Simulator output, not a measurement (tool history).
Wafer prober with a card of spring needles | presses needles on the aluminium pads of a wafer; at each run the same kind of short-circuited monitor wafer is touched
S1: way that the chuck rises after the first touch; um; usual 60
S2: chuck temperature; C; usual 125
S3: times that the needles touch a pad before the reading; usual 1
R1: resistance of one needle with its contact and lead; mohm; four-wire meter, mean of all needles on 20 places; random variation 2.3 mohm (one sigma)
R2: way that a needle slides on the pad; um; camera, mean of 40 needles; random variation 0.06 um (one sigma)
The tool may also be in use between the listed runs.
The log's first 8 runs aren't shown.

run,hour,S1,S2,S3,R1,R2
# hour 95.8: tips cleaned on abrasive film
9,101.1,60,27,1,230,15.75
# hour 103.8: tips cleaned on abrasive film
# hour 110.9: tips cleaned on abrasive film
10,113.2,60,27,1,230,15.85
# hour 118.6: tips cleaned on abrasive film
11,123.5,60,125,1,259,15.89
# hour 126.6: tips cleaned on abrasive film
# hour 133.4: tips cleaned on abrasive film
12,139.7,60,34,1,232,15.85
# hour 141.2: tips cleaned on abrasive film
# hour 148.1: tips cleaned on abrasive film
13,154,45,125,1,260,11.87
# hour 154.8: tips cleaned on abrasive film
# hour 162.8: tips cleaned on abrasive film
# hour 169.7: tips cleaned on abrasive film
14,170.9,65,125,1,250,17.01
# hour 177.6: tips cleaned on abrasive film
15,179.6,65,125,1,252,17.04
# hour 184.4: tips cleaned on abrasive film
16,188.7,65,125,1,255,16.95
# hour 191: tips cleaned on abrasive film
# hour 197.9: tips cleaned on abrasive film
17,201,73,63,2,239,18.95
# hour 204.9: tips cleaned on abrasive film
# hour 211.6: gauge calibrated
# hour 211.7: tips cleaned on abrasive film
18,211.7,73,63,2,239,19.54
# hour 219.3: tips cleaned on abrasive film
19,222.3,73,63,2,233,19.44
# hour 226.2: tips cleaned on abrasive film
# hour 232.3: height of the first contact set anew
20,232.3,56,78,2,243,14.89
# hour 234: tips cleaned on abrasive film
# hour 240.9: tips cleaned on abrasive film
# hour 248.6: tips cleaned on abrasive film
21,250.1,47,28,2,234,12.48
# hour 255.2: tips cleaned on abrasive film
# hour 262: tips cleaned on abrasive film
22,265.6,47,28,2,233,12.47
# hour 268.7: tips cleaned on abrasive film
23,273.3,50,35,1,235,13.24
# hour 275.3: tips cleaned on abrasive film
# hour 283.5: tips cleaned on abrasive film
24,285.8,50,35,1,237,13.17
# hour 290.9: tips cleaned on abrasive film
25,293.9,60,60,1,241,15.97
# hour 298.1: tips cleaned on abrasive film
# hour 305.2: tips cleaned on abrasive film
26,305.2,60,55,2,237,15.79
# hour 312.2: tips cleaned on abrasive film
27,313.8,60,55,2,238,15.86
# hour 319: tips cleaned on abrasive film
# hour 326.9: tips cleaned on abrasive film
28,331,42,125,1,260,11.12
# hour 335.1: tips cleaned on abrasive film
# hour 342: tips cleaned on abrasive film
29,344.9,73,125,1,254,19.32
# hour 350: tips cleaned on abrasive film
# hour 357.9: tips cleaned on abrasive film
30,360.1,55,35,2,232,14.43
# hour 365.4: tips cleaned on abrasive film
# hour 372.4: tips cleaned on abrasive film
31,374,55,35,2,235,14.5

3 ways to go on from here, each from the tool as it stands after run 31. What would each give?
# hour 380.5: tips cleaned on abrasive film
A,385.2,72,90,2,?,?
# hour 380.5: tips cleaned on abrasive film
B,385.2,62,34,1,?,?
# hour 380.5: tips cleaned on abrasive film
C,385.2,77,30,2,?,?

run,R1,R2
A,245,18.76
B,234,16.29
C,226,20.24
Without the tool's hidden state the same runs would have given:
run,R1,R2
A,245,19.09
B,234,16.58
C,226,20.59
